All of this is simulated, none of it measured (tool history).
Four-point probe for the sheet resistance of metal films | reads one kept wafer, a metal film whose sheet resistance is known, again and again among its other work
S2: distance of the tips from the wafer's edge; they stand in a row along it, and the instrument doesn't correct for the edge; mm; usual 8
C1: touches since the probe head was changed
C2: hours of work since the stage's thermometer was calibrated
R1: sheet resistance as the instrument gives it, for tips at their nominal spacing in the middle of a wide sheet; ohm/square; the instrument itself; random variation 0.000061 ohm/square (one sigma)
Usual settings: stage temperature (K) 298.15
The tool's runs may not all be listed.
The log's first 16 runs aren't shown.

At hour 1012.6: stage's thermometer calibrated, once more.
Run 17, hour 1090.9: usual settings but stage temperature (K) 296.15; C1 77672; C2 49. Result: R1 0.304532 ohm/square.
Run 18, hour 1161.2: usual settings but S2 46 mm; C1 81019; C2 93. Result: R1 0.302913 ohm/square.
Run 19, hour 1244.3: usual settings but S2 46 mm; C1 84971; C2 144. Result: R1 0.302803 ohm/square.
Run 20, hour 1291.3: usual settings but S2 46 mm; C1 87211; C2 173. Result: R1 0.302667 ohm/square.
Run 21, hour 1340.9: usual settings but stage temperature (K) 301.15, S2 18 mm; C1 89568; C2 204. Result: R1 0.301949 ohm/square.
Run 22, hour 1425.9: usual settings but stage temperature (K) 301.15, S2 13 mm; C1 93617; C2 257. Result: R1 0.302240 ohm/square.
Run 23, hour 1466.9: usual settings but stage temperature (K) 294.15, S2 21 mm; C1 95567; C2 283. Result: R1 0.303986 ohm/square.
Run 24, hour 1527.5: usual settings but stage temperature (K) 302.15, S2 4 mm; C1 98449; C2 320. Result: R1 0.305336 ohm/square.
Run 25, hour 1594.5: usual settings but stage temperature (K) 297.15, S2 49 mm; C1 101638; C2 362. Result: R1 0.302790 ohm/square.
Run 26, hour 1669.8: usual settings but stage temperature (K) 297.15, S2 49 mm; C1 105222; C2 409. Result: R1 0.302545 ohm/square.
Run 27, hour 1740.1: usual settings but stage temperature (K) 297.15, S2 49 mm; C1 108567; C2 453. Result: R1 0.302541 ohm/square.
Run 28, hour 1814.9: usual settings but stage temperature (K) 297.15, S2 49 mm; C1 112127; C2 499. Result: R1 0.302447 ohm/square.
Run 29, hour 1877.5: usual settings but stage temperature (K) 300.15, S2 12 mm; C1 115105; C2 538. Result: R1 0.301966 ohm/square.
Run 30, hour 1942.1: usual settings but stage temperature (K) 300.15, S2 14 mm; C1 118182; C2 579. Result: R1 0.301789 ohm/square.
Run 31, hour 2035.0: usual settings but stage temperature (K) 291.15, S2 9 mm; C1 122605; C2 636. Result: R1 0.304940 ohm/square.
Run 32, hour 2074.7: usual settings but stage temperature (K) 291.15, S2 9 mm; C1 124493; C2 661. Result: R1 0.304727 ohm/square.
Run 33, hour 2135.1: usual settings but stage temperature (K) 297.15, S2 11 mm; C1 127366; C2 699. Result: R1 0.302559 ohm/square.
Run 34, hour 2214.5: usual settings but stage temperature (K) 294.15, S2 26 mm; C1 131145; C2 748. Result: R1 0.302961 ohm/square.
Run 35, hour 2270.3: usual settings but stage temperature (K) 300.15, S2 4 mm; C1 133801; C2 783. Result: R1 0.305103 ohm/square.
Run 36, hour 2334.2: usual settings but stage temperature (K) 294.15, S2 3 mm; C1 136841; C2 823. Result: R1 0.309852 ohm/square.
Run 37, hour 2402.3: usual settings but stage temperature (K) 294.15, S2 3 mm; C1 140085; C2 865. Result: R1 0.309833 ohm/square.
Run 38, hour 2477.1: usual settings but S2 53 mm; C1 143645; C2 912. Result: R1 0.301481 ohm/square.
Run 39, hour 2566.5: usual settings but S2 53 mm; C1 147899; C2 967. Result: R1 0.301476 ohm/square.

5 ways to go on from here, each from the tool as it stands after run 39. What would each give?
Run A, hour 2651.7: usual settings but stage temperature (K) 297.15, S2 37 mm; C1 151952; C2 1020. Result: R1 ?.
Run B, hour 2651.7: usual settings but stage temperature (K) 292.15, S2 53 mm; C1 151952; C2 1020. Result: R1 ?.
Run C, hour 2651.7: usual settings but stage temperature (K) 308.15, S2 58 mm; C1 151952; C2 1020. Result: R1 ?.
Run D, hour 2651.7: usual settings but stage temperature (K) 305.15, S2 10 mm; C1 151952; C2 1020. Result: R1 ?.
Run E, hour 2651.7: usual settings but S2 7 mm; C1 151952; C2 1020. Result: R1 ?.

run        R1
  A  0.301731
  B  0.303005
  C  0.298538
  D  0.300106
  E  0.302651
Without the tool's hidden state the same runs would have given:
run        R1
  A  0.303460
  B  0.304743
  C  0.300244
  D  0.301822
  E  0.304384

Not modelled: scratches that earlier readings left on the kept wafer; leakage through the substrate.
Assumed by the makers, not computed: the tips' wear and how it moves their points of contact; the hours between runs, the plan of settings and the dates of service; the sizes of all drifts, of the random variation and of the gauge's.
